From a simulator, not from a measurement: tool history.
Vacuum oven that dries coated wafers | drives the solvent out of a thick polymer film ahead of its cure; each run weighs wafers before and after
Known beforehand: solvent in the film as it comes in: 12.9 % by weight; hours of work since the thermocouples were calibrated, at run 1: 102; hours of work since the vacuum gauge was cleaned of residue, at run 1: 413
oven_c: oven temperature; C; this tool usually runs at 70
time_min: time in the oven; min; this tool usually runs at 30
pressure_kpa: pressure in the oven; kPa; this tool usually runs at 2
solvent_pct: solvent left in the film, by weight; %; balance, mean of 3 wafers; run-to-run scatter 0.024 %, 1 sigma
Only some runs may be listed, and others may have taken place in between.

run,hour,oven_c,time_min,pressure_kpa,hours of work since the thermocouples were calibrated,hours of work since the vacuum gauge was cleaned of residue,solvent_pct
1,0,70,30,2,102,413,3.3
2,25.6,70,30,2,123,433,3.34
3,43.5,70,30,2,137,447,3.35
4,65.8,70,30,2,154,464,3.31
5,98.2,70,30,2.76,180,490,3.65
6,130.6,70,30,2.76,205,515,3.63
7,165,70,30,2.76,232,542,3.62
8,193.3,70,30,2,254,564,3.28
9,225,70,30,2,279,589,3.29
10,246.6,70,30,2.95,296,606,3.64
11,263.9,70,30,2.95,310,620,3.71
12,304,70,30,2,341,651,3.29
13,327.5,70,31,2,359,669,3.15
14,363.8,70,31,2,388,698,3.16
15,382.6,70,30,2.69,403,713,3.63
16,418.7,56,30,2.69,431,741,7.92
17,436.9,56,30,2.69,445,755,7.95
18,457.7,66,30,2,462,772,4.56
19,484.1,69,30,2,482,792,3.53
20,507.5,69,30,2,501,811,3.55
21,528,69,30,2,517,827,3.56
22,562.9,70,30,2,544,854,3.23
23,604.5,70,30,2,577,887,3.29
24,639.7,70,30,1.04,604,914,2.86
25,666.2,70,30,1.04,625,935,2.82
26,704.5,64,20,5.87,655,965,7.91
27,738,64,32,5.87,681,991,6.71
28,774.9,64,32,1.48,710,1020,4.67
29,812.3,64,45,1.48,740,1050,3.51
30,830.3,57,40,6.44,754,1064,8.91
31,864.3,68,45,1.13,781,1091,2.24
32,895.6,68,45,1.13,805,1115,2.2
33,936.9,68,45,1.13,837,1147,2.23
# hour 946: vacuum gauge cleaned of residue and calibrated
34,960.4,68,45,1.13,855,11,1.98
35,992.5,68,45,1.13,880,36,2.02
36,1014.5,68,45,1.13,897,54,2
37,1034.7,68,45,1.13,913,70,1.98
38,1065.3,61,30,2.6,937,94,6.15
39,1105.5,61,30,2.6,969,125,6.16
40,1146.3,80,30,2,1001,157,1.04
41,1170.8,80,30,2,1020,176,1.03
42,1206.6,70,39,7.91,1048,204,4.97
43,1240.9,70,39,7.91,1075,231,4.95
44,1268.7,60,45,6.62,1097,253,7.38
45,1296.1,60,45,6.62,1118,275,7.42
46,1334.5,60,45,6.62,1148,305,7.41
47,1354.8,60,45,6.62,1164,321,7.41

What differs in the tool's unlogged condition from the final listed run ahead of each entry between runs to the first listed run following it?
Runs 33 to 34: vacuum gauge cleaned of residue and calibrated (hour 946)
  true wafer temperature over the reading, C: 0.84 -> 0.85; true pressure over the reading, kPa: 0.388 -> 0.013
  measured result minus the result with no hidden state, solvent_pct: -0.02 -> -0.2 %
